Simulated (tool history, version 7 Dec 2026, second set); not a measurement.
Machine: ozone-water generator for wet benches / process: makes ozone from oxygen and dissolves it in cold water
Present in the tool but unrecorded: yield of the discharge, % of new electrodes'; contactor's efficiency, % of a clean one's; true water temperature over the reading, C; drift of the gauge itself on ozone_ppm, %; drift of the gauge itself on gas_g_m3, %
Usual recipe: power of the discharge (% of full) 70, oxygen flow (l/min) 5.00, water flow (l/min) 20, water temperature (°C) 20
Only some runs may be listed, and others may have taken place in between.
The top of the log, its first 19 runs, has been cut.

run     day  power of the discharge (% of full)  oxygen flow (l/min)  water flow (l/min)  water temperature (°C)  hours of work since the electrodes were changed  hours of work since the contactor was cleaned  hours of work since the thermometer was calibrated  dissolved ozone (ppm)  ozone in the gas ahead of the water (g/m3)
 20  23.754                                  97                 5.00                  21                      20                                              581                                           6375                                                 483                   25.4                                       241.5
 21  25.483                                  70                 4.03                  23                      21                                              615                                           6409                                                 517                   19.4                                       225.6
 22  27.121                                  70                 4.03                  23                      21                                              648                                           6441                                                 549                   19.6                                       227.4
 23  28.238                                  70                 4.03                  23                      21                                              670                                           6463                                                 571                   19.5                                       226.9
 24  29.750                                  83                 7.48                  23                      17                                              699                                           6493                                                 600                   21.5                                       167.7
 25  30.917                                  70                 3.77                  17                      20                                              722                                           6516                                                 623                   24.7                                       236.1
 26  31.654                                  70                 5.00                  20                      20                                              737                                           6530                                                 638                   21.4                                       197.6
 27  32.671                                  80                 5.02                  30                      13                                              757                                           6550                                                 658                   18.2                                       214.0
 28  34.325                                  80                 8.64                  30                      17                                              789                                           6583                                                 690                   17.2                                       151.7
 29  35.258                                  47                 5.00                  30                      20                                              807                                           6601                                                 709                   12.3                                       153.3
 30  36.592                                  60                 5.00                  18                      20                                              833                                           6627                                                 735                   21.1                                       178.9
 31  37.900                                 100                 7.80                  20                      20                                              859                                           6653                                                 761                   24.9                                       185.4
 32  39.029                                  84                 8.47                  20                      20                                              881                                           6675                                                 783                   21.5                                       155.4

3 ways to go on from here, each from the tool as it stands after run 32. What would each give?
  A  40.021                                  70                 5.00                  20                      13                                              901                                           6695                                                 802                      ?                                           ?
  B  40.021                                  60                 3.24                  28                      20                                              901                                           6695                                                 802                      ?                                           ?
  C  40.021                                  84                 2.60                  20                      20                                              901                                           6695                                                 802                      ?                                           ?

run  dissolved ozone (ppm)  ozone in the gas ahead of the water (g/m3)
  A                   23.5                                       199.0
  B                   15.0                                       239.7
  C                   24.4                                       338.0
With the hidden condition removed and each run's random variation left untouched, the same runs would have given:
run  dissolved ozone (ppm)  ozone in the gas ahead of the water (g/m3)
  A                   23.5                                       199.1
  B                   15.0                                       239.7
  C                   24.4                                       338.1

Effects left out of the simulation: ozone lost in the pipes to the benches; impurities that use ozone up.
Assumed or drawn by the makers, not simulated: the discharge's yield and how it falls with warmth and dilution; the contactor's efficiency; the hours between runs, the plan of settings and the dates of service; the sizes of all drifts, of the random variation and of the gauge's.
